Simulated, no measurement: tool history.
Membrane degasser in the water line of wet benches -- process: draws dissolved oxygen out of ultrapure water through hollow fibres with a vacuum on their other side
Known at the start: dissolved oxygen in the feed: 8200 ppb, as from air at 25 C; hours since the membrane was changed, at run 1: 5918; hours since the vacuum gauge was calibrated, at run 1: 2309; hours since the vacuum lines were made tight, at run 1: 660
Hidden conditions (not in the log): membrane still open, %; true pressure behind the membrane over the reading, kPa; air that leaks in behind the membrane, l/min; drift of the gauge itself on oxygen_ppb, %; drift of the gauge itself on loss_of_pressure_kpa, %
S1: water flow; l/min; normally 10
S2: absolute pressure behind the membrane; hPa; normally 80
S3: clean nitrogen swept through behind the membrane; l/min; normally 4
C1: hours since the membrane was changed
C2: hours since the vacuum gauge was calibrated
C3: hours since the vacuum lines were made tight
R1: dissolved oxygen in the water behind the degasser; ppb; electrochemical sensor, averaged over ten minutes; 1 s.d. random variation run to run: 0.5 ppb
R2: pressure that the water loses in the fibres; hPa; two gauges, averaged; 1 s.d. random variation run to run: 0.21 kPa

run 1 hour=0 | S1=10 S2=80 S3=4 | C1=5918 C2=2309 C3=660 | R1=42.8 R2=505.9
run 2 hour=142.3 | S1=10 S2=80 S3=4 | C1=6060 C2=2451 C3=802 | R1=42.3 R2=505.8
run 3 hour=292.6 | S1=10 S2=80 S3=4 | C1=6210 C2=2601 C3=952 | R1=43.6 R2=506.8
run 4 hour=388.4 | S1=10 S2=80 S3=4 | C1=6306 C2=2697 C3=1048 | R1=43.2 R2=503.9
run 5 hour=541.5 | S1=10 S2=80 S3=4 | C1=6459 C2=2850 C3=1201 | R1=42.9 R2=507.8
run 6 hour=676.2 | S1=9 S2=80 S3=4 | C1=6594 C2=2985 C3=1336 | R1=35.3 R2=459.1
run 7 hour=763.9 | S1=9 S2=80 S3=4 | C1=6682 C2=3073 C3=1424 | R1=35.5 R2=453.7
run 8 hour=905.8 | S1=10 S2=133 S3=4 | C1=6824 C2=3215 C3=1565 | R1=75.9 R2=510.5
run 9 hour=1075.5 | S1=10 S2=133 S3=4 | C1=6993 C2=3384 C3=1735 | R1=76.3 R2=511
run 10 hour=1284.4 | S1=10 S2=51.2 S3=4 | C1=7202 C2=3593 C3=1944 | R1=25.2 R2=508.9
run 11 hour=1417.9 | S1=10 S2=188.1 S3=4 | C1=7336 C2=3727 C3=2077 | R1=111.8 R2=507.2
run 12 hour=1606.9 | S1=13 S2=80 S3=4 | C1=7525 C2=3916 C3=2266 | R1=70.3 R2=666.2
run 13 hour=1698.4 | S1=10 S2=80 S3=4 | C1=7616 C2=4007 C3=2358 | R1=44.4 R2=509.3
run 14 hour=1807 | S1=10 S2=80 S3=4 | C1=7725 C2=4116 C3=2467 | R1=43.2 R2=505.3
run 15 hour=1965.9 | S1=10 S2=80 S3=4 | C1=7884 C2=4275 C3=2625 | R1=43.9 R2=508.8
run 16 hour=2068.5 | S1=8 S2=80 S3=4 | C1=7986 C2=4377 C3=2728 | R1=30.5 R2=408.4
run 17 hour=2267.3 | S1=12 S2=95.3 S3=4.87 | C1=8185 C2=4576 C3=2927 | R1=64.7 R2=613
run 18 hour=2361.2 | S1=12 S2=95.3 S3=4.87 | C1=8279 C2=4670 C3=3021 | R1=64.8 R2=612.5
run 19 hour=2480.2 | S1=12 S2=95.3 S3=4.87 | C1=8398 C2=4789 C3=3140 | R1=64.6 R2=607.1
run 20 hour=2670.9 | S1=12 S2=95.3 S3=4.87 | C1=8589 C2=4980 C3=3331 | R1=65.3 R2=612.8
run 21 hour=2876.1 | S1=12 S2=95.3 S3=4.87 | C1=8794 C2=5185 C3=3536 | R1=66.6 R2=613.6
run 22 hour=2993.8 | S1=8 S2=95.3 S3=2.99 | C1=8912 C2=5303 C3=3653 | R1=47.9 R2=409.9
run 23 hour=3123 | S1=11 S2=178.8 S3=9.33 | C1=9041 C2=5432 C3=3783 | R1=63.1 R2=561.7
run 24 hour=3212.9 | S1=10 S2=77.1 S3=4.63 | C1=9131 C2=5522 C3=3872 | R1=39.2 R2=512.8
run 25 hour=3421.6 | S1=11 S2=147 S3=10.03 | C1=9339 C2=5730 C3=4081 | R1=52.2 R2=562.8
run 26 hour=3526 | S1=11 S2=147 S3=10.03 | C1=9444 C2=5835 C3=4186 | R1=50.4 R2=563.5
run 27 hour=3674.6 | S1=9 S2=147 S3=10.03 | C1=9592 C2=5983 C3=4334 | R1=36 R2=462.1
run 28 hour=3763.4 | S1=9 S2=147 S3=10.03 | C1=9681 C2=6072 C3=4423 | R1=34.4 R2=462
run 29 hour=3915.9 | S1=7 S2=156 S3=2.9 | C1=9834 C2=6225 C3=4576 | R1=80.7 R2=356.5
run 30 hour=4032.1 | S1=7 S2=80 S3=2.92 | C1=9950 C2=6341 C3=4692 | R1=34 R2=356.5
run 31 hour=4140.5 | S1=6 S2=121.9 S3=2.41 | C1=10058 C2=6449 C3=4800 | R1=60.6 R2=306.7
run 32 hour=4255.5 | S1=6 S2=121.9 S3=2.41 | C1=10173 C2=6564 C3=4915 | R1=60.9 R2=306.7

Some steps in R1, run to run, broken into two amounts with sign: the step expected even without the hidden condition (settings, incoming material, random variation), and the rest, left for the hidden condition together with whatever gauge scatter is not in both the measured and the hidden-condition-free result:
Run 9 -> 10: S2 133 -> 51.2. R1 -51.1 ppb: hidden state -0.3, all else -50.8.
Run 10 -> 11: S2 51.2 -> 188.1. R1 +86.6 ppb: hidden state +1, all else +85.6.
Run 12 -> 13: S1 13 -> 10. R1 -25.9 ppb: hidden state -2.2, all else -23.7.
Run 16 -> 17: S1 8 -> 12, S2 80 -> 95.3, S3 4 -> 4.87. R1 +34.2 ppb: hidden state +2.9, all else +31.3.
Run 21 -> 22: S1 12 -> 8, S3 4.87 -> 2.99. R1 -18.7 ppb: hidden state -2.3, all else -16.4.
Run 29 -> 30: S2 156 -> 80, S3 2.9 -> 2.92. R1 -46.7 ppb: hidden state -1.2, all else -45.5.
